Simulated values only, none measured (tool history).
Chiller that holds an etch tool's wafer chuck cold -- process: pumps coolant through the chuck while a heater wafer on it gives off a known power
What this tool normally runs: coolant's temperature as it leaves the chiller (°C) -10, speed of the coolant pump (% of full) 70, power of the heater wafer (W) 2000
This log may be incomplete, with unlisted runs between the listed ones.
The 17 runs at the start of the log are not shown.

run,hour,coolant's temperature as it leaves the chiller (°C),speed of the coolant pump (% of full),power of the heater wafer (W),hours since the coolant was changed and the channels were flushed,hours since the pump was overhauled,hours since the chiller's thermometer was calibrated,chuck's temperature once it has settled (°C),how much warmer the coolant comes back (C)
18,2878.8,-20,69,2188,4977,2921,2921,8.8,7.22
# hour 2897.6: coolant pump overhauled
19,3043.4,-20,71,1195,5137,146,3080,-4.1,3.85
20,3160.5,-20,71,1195,5254,263,3197,-4.1,3.81
21,3280.7,-20,71,1195,5374,383,3317,-4.0,3.87
22,3411.5,-11,95,1195,5505,514,3448,2.8,2.88
# hour 3539.2: chiller's thermometer calibrated
23,3575.1,-6,94,1567,5667,676,36,11.4,3.84
24,3772.5,-7,93,2392,5865,874,233,20.0,5.88
25,3929.0,-17,70,2902,6021,1030,390,21.7,9.74
# hour 3950.7: coolant pump overhauled, once more
26,4059.8,-17,70,2902,6147,109,516,19.9,8.88
# hour 4120.7: coolant changed, channels flushed
27,4215.8,-17,70,2902,95,259,666,17.2,8.84
28,4320.4,-16,77,2220,200,364,770,9.0,6.20
29,4459.0,-2,82,1674,338,502,909,16.2,4.38

Run 30 is up next; what results do you expect?
30,4620.1,-10,69,1887,499,663,1070,?,?

chuck's temperature once it has settled (°C): 12.8
how much warmer the coolant comes back (C): 5.95
If the tool had no hidden condition, the same run with the same run-to-run variation would have returned chuck's temperature once it has settled (°C) 12.3, how much warmer the coolant comes back (C) 5.88.
